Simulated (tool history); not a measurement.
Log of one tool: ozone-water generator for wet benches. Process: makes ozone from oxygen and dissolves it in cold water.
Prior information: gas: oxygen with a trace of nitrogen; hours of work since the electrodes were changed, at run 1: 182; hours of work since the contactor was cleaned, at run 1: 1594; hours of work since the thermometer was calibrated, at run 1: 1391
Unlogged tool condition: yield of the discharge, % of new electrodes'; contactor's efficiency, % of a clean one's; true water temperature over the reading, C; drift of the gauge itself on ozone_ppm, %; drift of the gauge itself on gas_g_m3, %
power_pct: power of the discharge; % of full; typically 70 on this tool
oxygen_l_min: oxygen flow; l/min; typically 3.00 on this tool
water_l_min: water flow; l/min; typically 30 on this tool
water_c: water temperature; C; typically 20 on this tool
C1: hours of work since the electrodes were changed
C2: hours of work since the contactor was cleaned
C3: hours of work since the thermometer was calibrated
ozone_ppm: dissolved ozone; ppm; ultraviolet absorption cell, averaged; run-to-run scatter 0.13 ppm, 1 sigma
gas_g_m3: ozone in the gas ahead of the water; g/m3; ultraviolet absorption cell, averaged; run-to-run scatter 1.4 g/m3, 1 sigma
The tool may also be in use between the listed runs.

Run 1, hour 0.0: usual settings; C1 182; C2 1594; C3 1391. Result: ozone_ppm 14.5 ppm, gas_g_m3 251.5 g/m3.
Run 2, hour 50.8: usual settings; C1 229; C2 1641; C3 1438. Result: ozone_ppm 14.8 ppm, gas_g_m3 252.5 g/m3.
Run 3, hour 88.2: usual settings; C1 264; C2 1676; C3 1473. Result: ozone_ppm 14.8 ppm, gas_g_m3 251.7 g/m3.
Run 4, hour 118.1: usual settings; C1 292; C2 1704; C3 1501. Result: ozone_ppm 15.0 ppm, gas_g_m3 251.1 g/m3.
Run 5, hour 171.4: usual settings; C1 342; C2 1754; C3 1551. Result: ozone_ppm 15.0 ppm, gas_g_m3 250.5 g/m3.
Run 6, hour 226.9: usual settings but power_pct 46 % of full; C1 394; C2 1806; C3 1603. Result: ozone_ppm 10.7 ppm, gas_g_m3 182.7 g/m3.
Run 7, hour 255.2: usual settings but power_pct 46 % of full; C1 420; C2 1832; C3 1629. Result: ozone_ppm 10.6 ppm, gas_g_m3 183.0 g/m3.
Run 8, hour 282.2: usual settings but power_pct 46 % of full; C1 446; C2 1858; C3 1655. Result: ozone_ppm 10.6 ppm, gas_g_m3 180.3 g/m3.
Run 9, hour 312.8: usual settings but power_pct 46 % of full; C1 474; C2 1886; C3 1683. Result: ozone_ppm 10.7 ppm, gas_g_m3 182.1 g/m3.
Run 10, hour 359.8: usual settings but oxygen_l_min 2.77 l/min; C1 518; C2 1930; C3 1727. Result: ozone_ppm 14.7 ppm, gas_g_m3 265.5 g/m3.
Run 11, hour 396.5: usual settings but oxygen_l_min 2.77 l/min; C1 552; C2 1964; C3 1761. Result: ozone_ppm 14.5 ppm, gas_g_m3 263.3 g/m3.
Run 12, hour 428.2: usual settings but oxygen_l_min 2.77 l/min; C1 582; C2 1994; C3 1791. Result: ozone_ppm 14.6 ppm, gas_g_m3 265.4 g/m3.
Run 13, hour 454.8: usual settings but oxygen_l_min 2.77 l/min, water_c 16 C; C1 607; C2 2019; C3 1816. Result: ozone_ppm 15.0 ppm, gas_g_m3 262.4 g/m3.
Run 14, hour 480.7: usual settings but oxygen_l_min 2.28 l/min; C1 631; C2 2043; C3 1840. Result: ozone_ppm 13.8 ppm, gas_g_m3 292.8 g/m3.
Run 15, hour 506.7: usual settings; C1 655; C2 2067; C3 1864. Result: ozone_ppm 14.6 ppm, gas_g_m3 250.7 g/m3.
Run 16, hour 549.0: usual settings but water_c 23 C; C1 695; C2 2107; C3 1904. Result: ozone_ppm 14.7 ppm, gas_g_m3 250.1 g/m3.
Run 17, hour 599.1: usual settings but power_pct 59 % of full, oxygen_l_min 3.36 l/min; C1 742; C2 2154; C3 1951. Result: ozone_ppm 13.4 ppm, gas_g_m3 205.9 g/m3.
Run 18, hour 652.9: usual settings but power_pct 59 % of full, oxygen_l_min 3.36 l/min; C1 792; C2 2204; C3 2001. Result: ozone_ppm 13.3 ppm, gas_g_m3 206.0 g/m3.
Run 19, hour 701.4: usual settings but oxygen_l_min 1.56 l/min; C1 837; C2 2249; C3 2046. Result: ozone_ppm 12.8 ppm, gas_g_m3 368.6 g/m3.
Run 20, hour 728.1: usual settings but oxygen_l_min 1.56 l/min; C1 862; C2 2274; C3 2071. Result: ozone_ppm 12.7 ppm, gas_g_m3 363.1 g/m3.
Run 21, hour 782.7: usual settings but power_pct 89 % of full, oxygen_l_min 1.75 l/min; C1 913; C2 2325; C3 2122. Result: ozone_ppm 15.8 ppm, gas_g_m3 409.7 g/m3.
Run 22, hour 807.4: usual settings but power_pct 53 % of full, oxygen_l_min 1.99 l/min, water_l_min 28 l/min; C1 936; C2 2348; C3 2145. Result: ozone_ppm 11.7 ppm, gas_g_m3 260.2 g/m3.
Run 23, hour 840.3: usual settings but oxygen_l_min 2.61 l/min, water_l_min 18 l/min; C1 967; C2 2379; C3 2176. Result: ozone_ppm 22.7 ppm, gas_g_m3 270.6 g/m3.
Run 24, hour 883.4: usual settings but oxygen_l_min 2.21 l/min, water_l_min 31 l/min, water_c 14 C; C1 1007; C2 2419; C3 2216. Result: ozone_ppm 13.9 ppm, gas_g_m3 299.8 g/m3.
Run 25, hour 909.7: usual settings but water_l_min 36 l/min; C1 1032; C2 2444; C3 2241. Result: ozone_ppm 12.1 ppm, gas_g_m3 249.6 g/m3.
Run 26, hour 957.2: usual settings but water_c 14 C; C1 1076; C2 2488; C3 2285. Result: ozone_ppm 15.4 ppm, gas_g_m3 253.9 g/m3.
Run 27, hour 996.7: usual settings but oxygen_l_min 4.07 l/min, water_l_min 29 l/min; C1 1113; C2 2525; C3 2322. Result: ozone_ppm 15.7 ppm, gas_g_m3 210.2 g/m3.
Run 28, hour 1027.5: usual settings but oxygen_l_min 4.07 l/min, water_l_min 29 l/min; C1 1142; C2 2554; C3 2351. Result: ozone_ppm 15.9 ppm, gas_g_m3 208.8 g/m3.
Run 29, hour 1059.8: usual settings but oxygen_l_min 2.19 l/min, water_c 12 C; C1 1172; C2 2584; C3 2381. Result: ozone_ppm 14.3 ppm, gas_g_m3 303.0 g/m3.

Branching from run 29: 3 alternative next runs. What would each branch give?
Run A, hour 1107.0: usual settings but water_c 17 C; C1 1216; C2 2628; C3 2425. Result: ozone_ppm ?, gas_g_m3 ?.
Run B, hour 1107.0: usual settings but power_pct 53 % of full, oxygen_l_min 2.91 l/min, water_c 13 C; C1 1216; C2 2628; C3 2425. Result: ozone_ppm ?, gas_g_m3 ?.
Run C, hour 1107.0: usual settings but power_pct 45 % of full, oxygen_l_min 1.74 l/min, water_c 12 C; C1 1216; C2 2628; C3 2425. Result: ozone_ppm ?, gas_g_m3 ?.

run  ozone_ppm  gas_g_m3
  A       15.0     251.1
  B       12.5     207.8
  C        9.8     247.1
The same runs, with their run-to-run variation unchanged, on a tool lacking any hidden condition would have given:
run  ozone_ppm  gas_g_m3
  A       15.1     251.4
  B       12.5     207.9
  C        9.8     247.2
